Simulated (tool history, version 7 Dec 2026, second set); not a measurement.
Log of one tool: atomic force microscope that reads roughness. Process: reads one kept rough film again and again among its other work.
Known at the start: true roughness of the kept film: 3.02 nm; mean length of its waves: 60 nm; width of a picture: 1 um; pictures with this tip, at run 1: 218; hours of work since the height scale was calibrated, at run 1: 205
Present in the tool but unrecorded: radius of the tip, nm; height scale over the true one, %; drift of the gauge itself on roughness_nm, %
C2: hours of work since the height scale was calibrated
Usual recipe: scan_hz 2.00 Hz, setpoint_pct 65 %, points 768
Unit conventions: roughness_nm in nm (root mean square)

Run 1, hour 0.0: usual settings; pictures with this tip 218; C2 205. Result: roughness_nm 2.712 nm (root mean square).
Run 2, hour 11.1: usual settings; pictures with this tip 234; C2 210. Result: roughness_nm 2.701 nm (root mean square).
At hour 19.1: new tip fitted.
Run 3, hour 20.6: usual settings; pictures with this tip 2; C2 214. Result: roughness_nm 2.707 nm (root mean square).
Run 4, hour 30.4: usual settings; pictures with this tip 16; C2 218. Result: roughness_nm 2.711 nm (root mean square).
Run 5, hour 39.8: usual settings; pictures with this tip 29; C2 222. Result: roughness_nm 2.716 nm (root mean square).
Run 6, hour 45.0: usual settings; pictures with this tip 36; C2 224. Result: roughness_nm 2.714 nm (root mean square).
Run 7, hour 57.5: usual settings; pictures with this tip 54; C2 230. Result: roughness_nm 2.724 nm (root mean square).
Run 8, hour 66.3: usual settings; pictures with this tip 66; C2 233. Result: roughness_nm 2.721 nm (root mean square).
Run 9, hour 78.1: usual settings but scan_hz 1.33 Hz; pictures with this tip 83; C2 238. Result: roughness_nm 2.795 nm (root mean square).
Run 10, hour 86.0: usual settings but points 721; pictures with this tip 94; C2 242. Result: roughness_nm 2.719 nm (root mean square).
Run 11, hour 93.6: usual settings; pictures with this tip 105; C2 245. Result: roughness_nm 2.708 nm (root mean square).
Run 12, hour 105.8: usual settings; pictures with this tip 122; C2 250. Result: roughness_nm 2.710 nm (root mean square).
Run 13, hour 114.6: usual settings but points 257; pictures with this tip 135; C2 254. Result: roughness_nm 2.718 nm (root mean square).
Run 14, hour 126.2: usual settings but setpoint_pct 62 %, points 257; pictures with this tip 151; C2 259. Result: roughness_nm 2.738 nm (root mean square).
Run 15, hour 139.0: usual settings but setpoint_pct 88 %, points 257; pictures with this tip 169; C2 265. Result: roughness_nm 2.259 nm (root mean square).
Run 16, hour 146.9: usual settings but setpoint_pct 88 %, points 257; pictures with this tip 180; C2 268. Result: roughness_nm 2.263 nm (root mean square).
Run 17, hour 158.4: usual settings but setpoint_pct 88 %, points 257; pictures with this tip 197; C2 273. Result: roughness_nm 2.279 nm (root mean square).
Run 18, hour 166.9: usual settings; pictures with this tip 209; C2 277. Result: roughness_nm 2.694 nm (root mean square).
Run 19, hour 176.3: usual settings but setpoint_pct 55 %; pictures with this tip 222; C2 281. Result: roughness_nm 2.820 nm (root mean square).
Run 20, hour 187.5: usual settings but setpoint_pct 70 %, points 501; pictures with this tip 238; C2 285. Result: roughness_nm 2.626 nm (root mean square).
At hour 192.9: new tip fitted.
Run 21, hour 196.4: usual settings but setpoint_pct 70 %, points 501; pictures with this tip 5; C2 289. Result: roughness_nm 2.629 nm (root mean square).
Run 22, hour 208.5: usual settings but scan_hz 3.44 Hz, setpoint_pct 70 %, points 501; pictures with this tip 22; C2 294. Result: roughness_nm 2.435 nm (root mean square).
Run 23, hour 217.7: usual settings but scan_hz 3.44 Hz, setpoint_pct 70 %, points 501; pictures with this tip 35; C2 298. Result: roughness_nm 2.437 nm (root mean square).
Run 24, hour 225.7: usual settings but scan_hz 3.44 Hz, setpoint_pct 70 %, points 501; pictures with this tip 46; C2 302. Result: roughness_nm 2.465 nm (root mean square).
Run 25, hour 232.9: usual settings but scan_hz 0.73 Hz, points 452; pictures with this tip 56; C2 305. Result: roughness_nm 2.853 nm (root mean square).
Run 26, hour 241.0: usual settings but scan_hz 0.94 Hz, setpoint_pct 86 %, points 1000; pictures with this tip 68; C2 308. Result: roughness_nm 2.628 nm (root mean square).
Run 27, hour 252.6: usual settings but scan_hz 2.28 Hz, setpoint_pct 62 %, points 737; pictures with this tip 84; C2 313. Result: roughness_nm 2.744 nm (root mean square).
Run 28, hour 260.6: usual settings but scan_hz 1.76 Hz, setpoint_pct 55 %, points 785; pictures with this tip 96; C2 316. Result: roughness_nm 2.869 nm (root mean square).
Run 29, hour 270.3: usual settings but scan_hz 0.52 Hz, setpoint_pct 57 %, points 465; pictures with this tip 109; C2 321. Result: roughness_nm 2.888 nm (root mean square).
Run 30, hour 277.6: usual settings but scan_hz 0.52 Hz, setpoint_pct 57 %, points 465; pictures with this tip 120; C2 324. Result: roughness_nm 2.913 nm (root mean square).
Run 31, hour 288.9: usual settings but scan_hz 2.24 Hz; pictures with this tip 136; C2 329. Result: roughness_nm 2.676 nm (root mean square).
Run 32, hour 298.7: usual settings but scan_hz 2.24 Hz; pictures with this tip 149; C2 333. Result: roughness_nm 2.669 nm (root mean square).
Run 33, hour 310.8: usual settings but scan_hz 1.63 Hz, setpoint_pct 77 %, points 925; pictures with this tip 167; C2 338. Result: roughness_nm 2.596 nm (root mean square).
Run 34, hour 316.5: usual settings but scan_hz 1.82 Hz, setpoint_pct 80 %, points 338; pictures with this tip 175; C2 340. Result: roughness_nm 2.494 nm (root mean square).
Run 35, hour 326.5: usual settings but scan_hz 3.50 Hz, setpoint_pct 76 %, points 369; pictures with this tip 189; C2 345. Result: roughness_nm 2.290 nm (root mean square).
Run 36, hour 338.1: usual settings but scan_hz 3.50 Hz, setpoint_pct 76 %, points 369; pictures with this tip 205; C2 350. Result: roughness_nm 2.291 nm (root mean square).
Run 37, hour 344.8: usual settings but scan_hz 1.90 Hz, setpoint_pct 81 %, points 304; pictures with this tip 215; C2 353. Result: roughness_nm 2.445 nm (root mean square).

How the hidden state differs across the entries between the runs, from the last listed run before each to the first after it:
Run 2 -> run 3: new tip fitted (hour 19.1)
  radius of the tip, nm: 8.1 -> 7
Run 20 -> run 21: new tip fitted (hour 192.9)
  radius of the tip, nm: 8.2 -> 7
